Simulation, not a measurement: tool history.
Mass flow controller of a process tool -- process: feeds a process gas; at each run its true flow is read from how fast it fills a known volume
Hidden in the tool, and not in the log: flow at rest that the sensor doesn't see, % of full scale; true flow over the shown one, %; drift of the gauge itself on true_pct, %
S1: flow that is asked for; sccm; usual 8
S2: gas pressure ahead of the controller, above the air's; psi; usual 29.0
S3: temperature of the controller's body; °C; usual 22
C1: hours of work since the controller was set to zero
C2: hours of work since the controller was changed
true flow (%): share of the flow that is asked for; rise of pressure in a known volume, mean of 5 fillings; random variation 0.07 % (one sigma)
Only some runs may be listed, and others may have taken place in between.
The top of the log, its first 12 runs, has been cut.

run 13 hour=5240.5 | S1=8 S2=31.6 S3=22 | C1=1285 C2=1285 | true_flow_(%)=99.52
run 14 hour=5488.3 | S1=8 S2=29.0 S3=24 | C1=1378 C2=1378 | true_flow_(%)=99.66
run 15 hour=5764.9 | S1=8 S2=29.0 S3=24 | C1=1483 C2=1483 | true_flow_(%)=99.86
run 16 hour=6097.1 | S1=8 S2=29.0 S3=24 | C1=1609 C2=1609 | true_flow_(%)=99.89
run 17 hour=6384.0 | S1=8 S2=29.0 S3=22 | C1=1718 C2=1718 | true_flow_(%)=99.98
run 18 hour=6750.1 | S1=8 S2=29.0 S3=22 | C1=1856 C2=1856 | true_flow_(%)=100.01
run 19 hour=7318.2 | S1=8 S2=29.0 S3=22 | C1=2071 C2=2071 | true_flow_(%)=100.10
run 20 hour=7552.4 | S1=3 S2=29.4 S3=26 | C1=2160 C2=2160 | true_flow_(%)=99.72
run 21 hour=7850.8 | S1=4 S2=34.8 S3=22 | C1=2273 C2=2273 | true_flow_(%)=99.61
run 22 hour=8246.7 | S1=4 S2=34.8 S3=22 | C1=2423 C2=2423 | true_flow_(%)=99.71
run 23 hour=8713.1 | S1=4 S2=34.8 S3=22 | C1=2600 C2=2600 | true_flow_(%)=99.67
run 24 hour=8987.6 | S1=16 S2=21.6 S3=20 | C1=2703 C2=2703 | true_flow_(%)=101.78
-- hour=9134.0 gauge calibrated
run 25 hour=9320.6 | S1=8 S2=25.8 S3=22 | C1=2830 C2=2830 | true_flow_(%)=98.54
run 26 hour=9618.2 | S1=4 S2=24.2 S3=24 | C1=2942 C2=2942 | true_flow_(%)=98.24
run 27 hour=9888.5 | S1=8 S2=39.3 S3=22 | C1=3045 C2=3045 | true_flow_(%)=98.32
run 28 hour=10175.0 | S1=17 S2=24.1 S3=23 | C1=3153 C2=3153 | true_flow_(%)=99.93
run 29 hour=10521.0 | S1=17 S2=24.1 S3=23 | C1=3284 C2=3284 | true_flow_(%)=100.05
run 30 hour=10767.9 | S1=5 S2=29.0 S3=30 | C1=3378 C2=3378 | true_flow_(%)=98.73
run 31 hour=11160.8 | S1=5 S2=29.0 S3=30 | C1=3526 C2=3526 | true_flow_(%)=98.89
run 32 hour=11449.7 | S1=4 S2=24.1 S3=20 | C1=3636 C2=3636 | true_flow_(%)=98.31
run 33 hour=11813.3 | S1=12 S2=29.0 S3=22 | C1=3773 C2=3773 | true_flow_(%)=99.50
run 34 hour=12281.1 | S1=19 S2=37.3 S3=26 | C1=3951 C2=3951 | true_flow_(%)=100.38
run 35 hour=12695.0 | S1=3 S2=25.5 S3=21 | C1=4107 C2=4107 | true_flow_(%)=98.74

4 ways to go on from here, each from the tool as it stands after run 35. What would each give?
run A hour=13143.0 | S1=3 S2=25.5 S3=21 | C1=4277 C2=4277 | true_flow_(%)=?
run B hour=13143.0 | S1=18 S2=25.5 S3=21 | C1=4277 C2=4277 | true_flow_(%)=?
run C hour=13143.0 | S1=14 S2=36.8 S3=27 | C1=4277 C2=4277 | true_flow_(%)=?
run D hour=13143.0 | S1=4 S2=25.2 S3=30 | C1=4277 C2=4277 | true_flow_(%)=?

run=A true_flow_(%)=98.65
run=B true_flow_(%)=100.63
run=C true_flow_(%)=100.07
run=D true_flow_(%)=99.36
Without the tool's unlogged condition, the same runs would have read:
run=A true_flow_(%)=97.67
run=B true_flow_(%)=99.62
run=C true_flow_(%)=99.05
run=D true_flow_(%)=98.37
